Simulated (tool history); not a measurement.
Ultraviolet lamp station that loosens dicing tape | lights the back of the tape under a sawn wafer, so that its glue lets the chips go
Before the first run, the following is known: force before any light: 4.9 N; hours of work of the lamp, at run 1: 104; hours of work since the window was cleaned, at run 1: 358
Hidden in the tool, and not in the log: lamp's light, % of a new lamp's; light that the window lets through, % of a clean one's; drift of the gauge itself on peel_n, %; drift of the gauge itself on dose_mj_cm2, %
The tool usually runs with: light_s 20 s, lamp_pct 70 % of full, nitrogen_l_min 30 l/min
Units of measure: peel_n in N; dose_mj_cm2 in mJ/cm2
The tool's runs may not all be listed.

run	hour	light_s	lamp_pct	nitrogen_l_min	hours of work of the lamp	hours of work since the window was cleaned	peel_n	dose_mj_cm2
1	0	20	70	30	104	358	0.744	347
2	17.9	20	70	30	114	368	0.725	345
3	33.9	20	70	30	123	377	0.773	345
4	43.4	20	70	30	128	382	0.75	345
# hour 58.9: window cleaned of glue's vapour
5	64.3	20	63	30	139	3	0.942	300
6	75.8	20	70	30	146	9	0.783	331
7	95.1	20	70	30	156	20	0.796	339
8	110.2	20	70	30	165	28	0.776	328
9	120.8	20	70	30	171	34	0.821	332
10	132.8	20	70	30	177	41	0.839	330
11	148	20	70	30	186	49	0.811	332
# hour 153.4: window cleaned of glue's vapour, once more
12	159.6	20	70	30	192	3	0.671	364
13	170.2	20	70	50	198	9	0.554	363
14	191.1	20	68	50	209	21	0.568	356
15	206.1	20	68	50	217	29	0.592	351
16	224	20	70	11	227	39	1.056	363
17	243.6	20	70	11	238	50	1.046	361
18	264.2	20	70	11	249	61	1.08	361
19	279.3	20	62	30	258	70	0.868	316
20	294.8	20	62	30	266	78	0.855	315
21	305.6	20	62	30	272	84	0.87	314
22	326.7	20	62	30	284	96	0.903	309
23	338.5	20	62	30	291	102	0.911	313
24	356.3	20	62	30	300	112	0.902	305
25	365.4	20	62	30	305	117	0.927	309
26	375.2	11	81	43	311	122	1.283	223
27	390.6	11	81	43	319	131	1.314	218
28	411.2	11	86	19	331	142	1.563	232
29	425	13	86	30	338	150	1.078	275
30	438.7	13	67	37	346	158	1.449	212
31	448	13	67	37	351	163	1.428	211
32	461.4	13	72	37	358	170	1.331	228
33	471.8	13	72	37	364	176	1.298	226
34	487.3	13	72	23	373	184	1.488	226
35	508.7	13	72	23	384	196	1.461	223
36	528.8	37	90	43	396	207	0.134	788
37	548.3	37	90	43	406	218	0.139	785
38	563.9	37	90	10	415	227	0.238	789
39	583.6	37	90	10	426	238	0.25	779
40	602.8	24	70	10	437	248	0.946	389
41	616.1	24	70	10	444	256	0.952	392
42	635.9	14	62	23	455	266	1.74	198
43	645.9	25	70	30	460	272	0.568	395

Pick out some run-to-run changes in peel_n. Of each, how much would a tool without hidden state show as well, from the settings, what came in and chance, and how much is left for the hidden state and any gauge scatter not in both results compared?
Run 35 -> 36: light_s 13 -> 37, lamp_pct 72 -> 90, nitrogen_l_min 23 -> 43. peel_n -1.327 N: hidden state -0.248, all else -1.079.
Run 39 -> 40: light_s 37 -> 24, lamp_pct 90 -> 70. peel_n +0.696 N: hidden state +0.181, all else +0.515.
Run 41 -> 42: light_s 24 -> 14, lamp_pct 70 -> 62, nitrogen_l_min 10 -> 23. peel_n +0.788 N: hidden state +0.089, all else +0.699.
Run 42 -> 43: light_s 14 -> 25, lamp_pct 62 -> 70, nitrogen_l_min 23 -> 30. peel_n -1.172 N: hidden state -0.159, all else -1.013.
